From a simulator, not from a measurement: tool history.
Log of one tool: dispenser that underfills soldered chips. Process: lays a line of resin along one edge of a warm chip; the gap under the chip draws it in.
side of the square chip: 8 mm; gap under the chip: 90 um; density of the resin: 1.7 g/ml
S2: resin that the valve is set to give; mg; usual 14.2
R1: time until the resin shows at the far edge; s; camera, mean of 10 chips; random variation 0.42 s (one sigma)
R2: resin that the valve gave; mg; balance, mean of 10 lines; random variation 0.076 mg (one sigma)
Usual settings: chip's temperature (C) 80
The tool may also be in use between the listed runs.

Run 1, day 0.000: usual settings. Result: R1 33.1 s, R2 14.18 mg.
At day 0.242: new syringe of resin.
At day 0.588: new syringe of resin.
Run 2, day 0.717: usual settings. Result: R1 34.1 s, R2 13.92 mg.
At day 0.950: new syringe of resin.
At day 1.333: new syringe of resin.
Run 3, day 1.438: usual settings but chip's temperature (C) 67. Result: R1 51.9 s, R2 13.94 mg.
At day 1.692: new syringe of resin.
At day 2.042: new syringe of resin.
Run 4, day 2.067: usual settings. Result: R1 29.6 s, R2 13.54 mg.
At day 2.392: new syringe of resin.
Run 5, day 2.504: usual settings but S2 14.5 mg. Result: R1 33.6 s, R2 14.07 mg.
At day 2.750: new syringe of resin.
Run 6, day 2.979: usual settings but S2 14.7 mg. Result: R1 39.4 s, R2 14.04 mg.
At day 3.092: new syringe of resin.
Run 7, day 3.375: usual settings but S2 14.7 mg. Result: R1 42.5 s, R2 14.05 mg.
At day 3.433: new syringe of resin.
At day 3.779: new syringe of resin.
Run 8, day 3.788: usual settings but S2 14.7 mg. Result: R1 28.6 s, R2 13.91 mg.
At day 4.104: new syringe of resin.
Run 9, day 4.312: usual settings but S2 12.5 mg. Result: R1 38.8 s, R2 11.92 mg.
At day 4.388: dispensing valve cleaned and set on the balance.
At day 4.508: new syringe of resin.
At day 4.838: new syringe of resin.
Run 10, day 5.067: usual settings but S2 12.5 mg. Result: R1 42.0 s, R2 12.49 mg.
At day 5.204: new syringe of resin.
At day 5.567: new syringe of resin.
Run 11, day 5.567: usual settings but S2 12.5 mg. Result: R1 29.7 s, R2 12.37 mg.
At day 5.929: new syringe of resin.
Run 12, day 6.079: usual settings but chip's temperature (C) 79, S2 16.9 mg. Result: R1 35.4 s, R2 16.54 mg.
At day 6.267: new syringe of resin.
At day 6.625: new syringe of resin.
Run 13, day 6.767: usual settings but chip's temperature (C) 89, S2 17.3 mg. Result: R1 26.3 s, R2 16.83 mg.
At day 7.008: new syringe of resin.
Run 14, day 7.217: usual settings but chip's temperature (C) 89, S2 17.3 mg. Result: R1 27.7 s, R2 16.83 mg.
At day 7.379: new syringe of resin.
At day 7.721: new syringe of resin.
Run 15, day 7.725: usual settings but chip's temperature (C) 89, S2 14.7 mg. Result: R1 22.5 s, R2 14.20 mg.
At day 8.054: new syringe of resin.
Run 16, day 8.133: usual settings but chip's temperature (C) 68, S2 14.0 mg. Result: R1 49.0 s, R2 13.57 mg.
At day 8.412: new syringe of resin.
Run 17, day 8.654: usual settings but chip's temperature (C) 68, S2 17.9 mg. Result: R1 56.0 s, R2 17.15 mg.
At day 8.754: stage's temperature calibrated.
At day 8.817: new syringe of resin.
At day 9.175: new syringe of resin.
Run 18, day 9.188: usual settings but chip's temperature (C) 66, S2 15.6 mg. Result: R1 49.1 s, R2 14.74 mg.
At day 9.508: new syringe of resin.
At day 9.671: dispensing valve cleaned and set on the balance.
Run 19, day 9.671: usual settings but chip's temperature (C) 71, S2 15.6 mg. Result: R1 45.5 s, R2 15.44 mg.
At day 9.883: new syringe of resin.
Run 20, day 10.167: usual settings but chip's temperature (C) 88, S2 16.0 mg. Result: R1 32.7 s, R2 15.80 mg.

Forecast each of these 3 alternatives for the next run:
At day 10.246: new syringe of resin.
Run A, day 10.546: usual settings but chip's temperature (C) 79. Result: R1 ?, R2 ?.
At day 10.246: new syringe of resin.
Run B, day 10.546: usual settings but chip's temperature (C) 88, S2 12.3 mg. Result: R1 ?, R2 ?.
At day 10.246: new syringe of resin.
Run C, day 10.546: usual settings but chip's temperature (C) 66, S2 18.5 mg. Result: R1 ?, R2 ?.

run    R1     R2
  A  46.0  14.13
  B  35.4  12.23
  C  68.4  18.42
Without the tool's hidden state the same runs would have given:
run    R1     R2
  A  30.7  14.26
  B  23.4  12.34
  C  45.6  18.59
